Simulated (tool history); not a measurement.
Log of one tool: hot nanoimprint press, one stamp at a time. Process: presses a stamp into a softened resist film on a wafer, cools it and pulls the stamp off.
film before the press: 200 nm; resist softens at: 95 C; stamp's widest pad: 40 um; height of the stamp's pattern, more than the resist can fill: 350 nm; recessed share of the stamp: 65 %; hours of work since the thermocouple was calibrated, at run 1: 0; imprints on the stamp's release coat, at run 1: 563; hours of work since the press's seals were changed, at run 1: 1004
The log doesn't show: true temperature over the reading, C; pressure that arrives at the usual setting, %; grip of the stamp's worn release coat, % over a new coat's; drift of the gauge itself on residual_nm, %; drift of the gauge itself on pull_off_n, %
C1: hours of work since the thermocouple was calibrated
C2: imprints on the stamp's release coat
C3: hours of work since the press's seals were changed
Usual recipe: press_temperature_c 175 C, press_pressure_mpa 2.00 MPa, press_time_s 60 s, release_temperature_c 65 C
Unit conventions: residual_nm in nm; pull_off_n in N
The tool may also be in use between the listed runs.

{"run": 1, "hour": 0.0, "press_temperature_c": 175, "press_pressure_mpa": 2.0, "press_time_s": 60, "release_temperature_c": 65, "C1": 0, "C2": 563, "C3": 1004, "residual_nm": 106.9, "pull_off_n": 215}
{"run": 2, "hour": 60.7, "press_temperature_c": 175, "press_pressure_mpa": 2.41, "press_time_s": 60, "release_temperature_c": 65, "C1": 31, "C2": 673, "C3": 1035, "residual_nm": 96.7, "pull_off_n": 214}
{"hour": 132.0, "done": "stamp cleaned and given a new release coat"}
{"run": 3, "hour": 150.4, "press_temperature_c": 175, "press_pressure_mpa": 2.41, "press_time_s": 60, "release_temperature_c": 65, "C1": 73, "C2": 34, "C3": 1078, "residual_nm": 98.4, "pull_off_n": 175}
{"run": 4, "hour": 195.2, "press_temperature_c": 175, "press_pressure_mpa": 2.41, "press_time_s": 60, "release_temperature_c": 65, "C1": 96, "C2": 116, "C3": 1100, "residual_nm": 98.9, "pull_off_n": 184}
{"run": 5, "hour": 254.0, "press_temperature_c": 175, "press_pressure_mpa": 2.09, "press_time_s": 60, "release_temperature_c": 65, "C1": 126, "C2": 223, "C3": 1130, "residual_nm": 105.8, "pull_off_n": 194}
{"hour": 298.2, "done": "press's hydraulic seals changed and the load cell set to zero"}
{"run": 6, "hour": 298.8, "press_temperature_c": 175, "press_pressure_mpa": 2.0, "press_time_s": 100, "release_temperature_c": 65, "C1": 145, "C2": 290, "C3": 0, "residual_nm": 87.0, "pull_off_n": 201}
{"run": 7, "hour": 374.5, "press_temperature_c": 175, "press_pressure_mpa": 2.0, "press_time_s": 100, "release_temperature_c": 65, "C1": 183, "C2": 428, "C3": 39, "residual_nm": 88.3, "pull_off_n": 205}
{"run": 8, "hour": 460.4, "press_temperature_c": 175, "press_pressure_mpa": 2.0, "press_time_s": 100, "release_temperature_c": 65, "C1": 227, "C2": 585, "C3": 82, "residual_nm": 89.5, "pull_off_n": 202}
{"run": 9, "hour": 523.2, "press_temperature_c": 175, "press_pressure_mpa": 2.0, "press_time_s": 100, "release_temperature_c": 65, "C1": 259, "C2": 699, "C3": 114, "residual_nm": 89.2, "pull_off_n": 228}
{"hour": 578.6, "done": "stamp cleaned and given a new release coat"}
{"run": 10, "hour": 578.6, "press_temperature_c": 175, "press_pressure_mpa": 2.0, "press_time_s": 60, "release_temperature_c": 71, "C1": 284, "C2": 0, "C3": 139, "residual_nm": 106.9, "pull_off_n": 155}
{"run": 11, "hour": 648.0, "press_temperature_c": 175, "press_pressure_mpa": 2.0, "press_time_s": 60, "release_temperature_c": 71, "C1": 319, "C2": 127, "C3": 175, "residual_nm": 105.0, "pull_off_n": 163}
{"run": 12, "hour": 723.5, "press_temperature_c": 175, "press_pressure_mpa": 2.0, "press_time_s": 60, "release_temperature_c": 71, "C1": 357, "C2": 264, "C3": 213, "residual_nm": 105.3, "pull_off_n": 173}
{"run": 13, "hour": 783.9, "press_temperature_c": 175, "press_pressure_mpa": 2.0, "press_time_s": 60, "release_temperature_c": 71, "C1": 388, "C2": 374, "C3": 244, "residual_nm": 107.8, "pull_off_n": 177}
{"run": 14, "hour": 833.5, "press_temperature_c": 170, "press_pressure_mpa": 2.0, "press_time_s": 60, "release_temperature_c": 65, "C1": 413, "C2": 465, "C3": 269, "residual_nm": 129.3, "pull_off_n": 211}
{"run": 15, "hour": 893.0, "press_temperature_c": 170, "press_pressure_mpa": 2.0, "press_time_s": 60, "release_temperature_c": 65, "C1": 443, "C2": 573, "C3": 299, "residual_nm": 128.9, "pull_off_n": 211}
{"run": 16, "hour": 934.6, "press_temperature_c": 179, "press_pressure_mpa": 2.0, "press_time_s": 67, "release_temperature_c": 65, "C1": 465, "C2": 649, "C3": 320, "residual_nm": 91.3, "pull_off_n": 220}
{"run": 17, "hour": 996.8, "press_temperature_c": 179, "press_pressure_mpa": 2.0, "press_time_s": 67, "release_temperature_c": 65, "C1": 496, "C2": 763, "C3": 352, "residual_nm": 91.7, "pull_off_n": 228}
{"hour": 1016.7, "done": "stamp cleaned and given a new release coat"}
{"hour": 1037.8, "done": "plate thermocouple calibrated"}
{"run": 18, "hour": 1045.6, "press_temperature_c": 169, "press_pressure_mpa": 2.0, "press_time_s": 85, "release_temperature_c": 65, "C1": 4, "C2": 47, "C3": 372, "residual_nm": 116.8, "pull_off_n": 185}
{"run": 19, "hour": 1128.4, "press_temperature_c": 182, "press_pressure_mpa": 2.49, "press_time_s": 53, "release_temperature_c": 65, "C1": 46, "C2": 198, "C3": 414, "residual_nm": 76.1, "pull_off_n": 194}
{"run": 20, "hour": 1206.1, "press_temperature_c": 182, "press_pressure_mpa": 2.49, "press_time_s": 53, "release_temperature_c": 65, "C1": 85, "C2": 340, "C3": 454, "residual_nm": 74.9, "pull_off_n": 201}
{"run": 21, "hour": 1290.6, "press_temperature_c": 177, "press_pressure_mpa": 1.79, "press_time_s": 53, "release_temperature_c": 59, "C1": 128, "C2": 494, "C3": 497, "residual_nm": 107.9, "pull_off_n": 231}
{"run": 22, "hour": 1364.7, "press_temperature_c": 175, "press_pressure_mpa": 1.34, "press_time_s": 102, "release_temperature_c": 65, "C1": 166, "C2": 629, "C3": 534, "residual_nm": 108.4, "pull_off_n": 213}
{"run": 23, "hour": 1428.3, "press_temperature_c": 167, "press_pressure_mpa": 3.11, "press_time_s": 35, "release_temperature_c": 60, "C1": 198, "C2": 745, "C3": 566, "residual_nm": 138.0, "pull_off_n": 237}
{"hour": 1458.8, "done": "stamp cleaned and given a new release coat"}
{"run": 24, "hour": 1523.5, "press_temperature_c": 176, "press_pressure_mpa": 2.0, "press_time_s": 104, "release_temperature_c": 65, "C1": 244, "C2": 117, "C3": 612, "residual_nm": 85.4, "pull_off_n": 188}
{"run": 25, "hour": 1608.7, "press_temperature_c": 176, "press_pressure_mpa": 1.42, "press_time_s": 42, "release_temperature_c": 73, "C1": 287, "C2": 273, "C3": 655, "residual_nm": 132.9, "pull_off_n": 164}
{"run": 26, "hour": 1692.3, "press_temperature_c": 176, "press_pressure_mpa": 2.0, "press_time_s": 60, "release_temperature_c": 63, "C1": 329, "C2": 425, "C3": 698, "residual_nm": 106.1, "pull_off_n": 221}
{"run": 27, "hour": 1774.1, "press_temperature_c": 180, "press_pressure_mpa": 2.68, "press_time_s": 55, "release_temperature_c": 71, "C1": 371, "C2": 574, "C3": 739, "residual_nm": 82.5, "pull_off_n": 190}
{"run": 28, "hour": 1812.2, "press_temperature_c": 175, "press_pressure_mpa": 2.23, "press_time_s": 35, "release_temperature_c": 65, "C1": 390, "C2": 644, "C3": 758, "residual_nm": 122.7, "pull_off_n": 222}
{"run": 29, "hour": 1878.4, "press_temperature_c": 166, "press_pressure_mpa": 2.49, "press_time_s": 67, "release_temperature_c": 56, "C1": 424, "C2": 765, "C3": 792, "residual_nm": 135.5, "pull_off_n": 277}

Predict each of these 3 candidate next runs independently; none follows another, all start after run 29:
{"hour": 1897.5, "done": "stamp cleaned and given a new release coat"}
{"run": "A", "hour": 1950.6, "press_temperature_c": 177, "press_pressure_mpa": 2.46, "press_time_s": 67, "release_temperature_c": 60, "C1": 458, "C2": 96, "C3": 826, "residual_nm": "?", "pull_off_n": "?"}
{"hour": 1897.5, "done": "stamp cleaned and given a new release coat"}
{"run": "B", "hour": 1950.6, "press_temperature_c": 175, "press_pressure_mpa": 1.84, "press_time_s": 60, "release_temperature_c": 65, "C1": 458, "C2": 96, "C3": 826, "residual_nm": "?", "pull_off_n": "?"}
{"hour": 1897.5, "done": "stamp cleaned and given a new release coat"}
{"run": "C", "hour": 1950.6, "press_temperature_c": 177, "press_pressure_mpa": 1.78, "press_time_s": 67, "release_temperature_c": 56, "C1": 458, "C2": 96, "C3": 826, "residual_nm": "?", "pull_off_n": "?"}

run=A residual_nm=91.4 pull_off_n=212
run=B residual_nm=118.0 pull_off_n=190
run=C residual_nm=105.4 pull_off_n=221
Had the tool no hidden state, the same runs would have come out as:
run=A residual_nm=82.3 pull_off_n=200
run=B residual_nm=108.6 pull_off_n=178
run=C residual_nm=96.6 pull_off_n=209
